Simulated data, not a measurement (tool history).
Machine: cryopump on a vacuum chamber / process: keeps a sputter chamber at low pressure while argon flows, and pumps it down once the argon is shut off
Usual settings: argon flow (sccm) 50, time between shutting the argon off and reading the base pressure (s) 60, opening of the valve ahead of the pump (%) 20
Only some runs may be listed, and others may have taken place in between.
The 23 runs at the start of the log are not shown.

run,hour,argon flow (sccm),time between shutting the argon off and reading the base pressure (s),opening of the valve ahead of the pump (%),hours of work since the pump was warmed up and emptied,hours of work since the cold head was overhauled,hours of work since the chamber's fittings were tightened,pressure while argon flows (Pa),pressure after the wait (uPa)
24,1046.8,51,29,34,607,607,1198,0.1645,3.61
25,1090.2,50,174,19,625,625,1216,0.2832,2.47
26,1150.1,50,174,19,650,650,1240,0.2847,2.58
27,1210.5,50,174,19,675,675,1265,0.2835,2.62
28,1264.4,23,60,37,697,697,1287,0.0690,3.06
29,1322.5,44,60,37,721,721,1311,0.1323,3.20
30,1348.0,76,37,20,731,731,1322,0.4099,3.60
31,1404.7,55,47,21,754,754,1345,0.2865,3.28
32,1432.0,73,60,20,766,766,1356,0.4010,3.08
33,1469.4,40,211,40,781,781,1372,0.1129,2.87

Below are 4 alternative next runs, each starting from the tool's condition after run 33. Predict each:
A,1494.5,45,287,24,791,791,1382,?,?
B,1494.5,24,25,21,791,791,1382,?,?
C,1494.5,73,211,40,791,791,1382,?,?
D,1494.5,49,23,47,791,791,1382,?,?

run,pressure while argon flows (Pa),pressure after the wait (uPa)
A,0.2045,2.83
B,0.1247,4.17
C,0.2055,2.94
D,0.1186,4.20
Without the tool's hidden state the same runs would have given:
run,pressure while argon flows (Pa),pressure after the wait (uPa)
A,0.1957,0.35
B,0.1200,1.68
C,0.1913,0.38
D,0.1090,1.76

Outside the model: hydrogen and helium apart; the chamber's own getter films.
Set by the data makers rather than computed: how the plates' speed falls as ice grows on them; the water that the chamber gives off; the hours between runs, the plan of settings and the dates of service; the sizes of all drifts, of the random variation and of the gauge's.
